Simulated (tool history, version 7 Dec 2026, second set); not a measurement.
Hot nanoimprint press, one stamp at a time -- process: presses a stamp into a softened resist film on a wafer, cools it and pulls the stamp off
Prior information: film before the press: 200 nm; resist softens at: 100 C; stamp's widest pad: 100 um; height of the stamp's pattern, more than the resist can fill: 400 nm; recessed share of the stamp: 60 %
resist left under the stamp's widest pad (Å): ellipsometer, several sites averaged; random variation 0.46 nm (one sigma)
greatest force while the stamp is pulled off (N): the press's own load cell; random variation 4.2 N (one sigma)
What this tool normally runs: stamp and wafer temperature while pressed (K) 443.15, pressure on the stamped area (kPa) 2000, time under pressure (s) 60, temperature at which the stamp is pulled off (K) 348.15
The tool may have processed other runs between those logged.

run,hour,stamp and wafer temperature while pressed (K),pressure on the stamped area (kPa),time under pressure (s),temperature at which the stamp is pulled off (K),resist left under the stamp's widest pad (Å),greatest force while the stamp is pulled off (N)
1,0.0,443.15,2000,60,348.15,1117,201
2,15.8,443.15,2000,60,348.15,1125,203
3,28.7,443.15,2000,60,348.15,1116,205
4,42.4,443.15,2360,60,348.15,1051,199
5,52.1,443.15,2360,60,348.15,1045,205
6,59.8,455.15,2000,60,348.15,728,199
7,72.3,448.15,2040,63,356.15,914,189
# hour 85.7: plate thermocouple calibrated
8,88.0,448.15,2040,63,356.15,908,187
9,102.1,448.15,1430,106,356.15,875,190
10,111.4,443.15,2000,54,348.15,1153,199
11,125.4,441.15,1290,45,346.15,1457,211

Here are 3 independent what-if runs from the current tool condition. What would each one return?
A,141.2,441.15,2860,45,350.15,?,?
B,141.2,443.15,1280,35,338.15,?,?
C,141.2,433.15,2000,60,336.15,?,?

run,resist left under the stamp's widest pad (Å),greatest force while the stamp is pulled off (N)
A,1151,196
B,1484,225
C,1491,230
What these runs would have given with no unlogged condition in the tool:
run,resist left under the stamp's widest pad (Å),greatest force while the stamp is pulled off (N)
A,1162,195
B,1499,224
C,1506,228
